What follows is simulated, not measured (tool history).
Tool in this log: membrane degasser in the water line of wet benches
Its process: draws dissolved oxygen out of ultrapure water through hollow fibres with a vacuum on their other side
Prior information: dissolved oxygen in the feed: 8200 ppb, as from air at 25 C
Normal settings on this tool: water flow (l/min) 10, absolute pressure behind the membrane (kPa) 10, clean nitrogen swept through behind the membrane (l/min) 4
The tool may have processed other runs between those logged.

run   hour  water flow (l/min)  absolute pressure behind the membrane (kPa)  clean nitrogen swept through behind the membrane (l/min)  dissolved oxygen in the water behind the degasser (ppb)  pressure that the water loses in the fibres (kPa)
  1      0                  10                                           10                                                         4                                                       79                                              46.02
  2   35.6                   7                                           10                                                         4                                                     40.6                                              32.22
  3   66.4                   7                                           10                                                         4                                                     40.6                                              32.46
  4  113.4                  10                                           10                                                         4                                                     77.3                                              46.27
  5  140.8                  10                                           10                                                         4                                                     78.5                                              46.02
  6  174.6                  10                                           10                                                      5.09                                                     69.5                                              45.93
  7  220.9                  10                                           10                                                      5.09                                                     70.5                                              46.25
  8  284.3                  10                                         12.9                                                         4                                                     96.1                                              46.42
  9  345.6                  10                                         12.9                                                         4                                                     98.3                                              45.94
 10  381.9                   7                                         24.6                                                      5.89                                                     75.4                                              32.47
 11  435.8                   7                                            7                                                      1.97                                                     45.2                                              32.22
 12  468.6                   7                                          8.5                                                      1.97                                                       58                                              32.22

Branching from run 12: 5 alternative next runs. What would each branch give?
  A   509                   8                                          9.7                                                      1.96                                                        ?                                                  ?
  B   509                   7                                           10                                                       4.1                                                        ?                                                  ?
  C   509                   8                                          8.5                                                      3.34                                                        ?                                                  ?
  D   509                   7                                           19                                                      9.19                                                        ?                                                  ?
  E   509                  11                                          6.2                                                      1.89                                                        ?                                                  ?

run  dissolved oxygen in the water behind the degasser (ppb)  pressure that the water loses in the fibres (kPa)
  A                                                     83.5                                              36.87
  B                                                     41.1                                              32.22
  C                                                     50.5                                              37.02
  D                                                     41.7                                              32.14
  E                                                     94.2                                              50.75
Without the tool's unlogged condition, the same runs would have read:
run  dissolved oxygen in the water behind the degasser (ppb)  pressure that the water loses in the fibres (kPa)
  A                                                     81.4                                              36.69
  B                                                     39.9                                              32.06
  C                                                     49.1                                              36.83
  D                                                     40.8                                              31.98
  E                                                     91.3                                               50.5
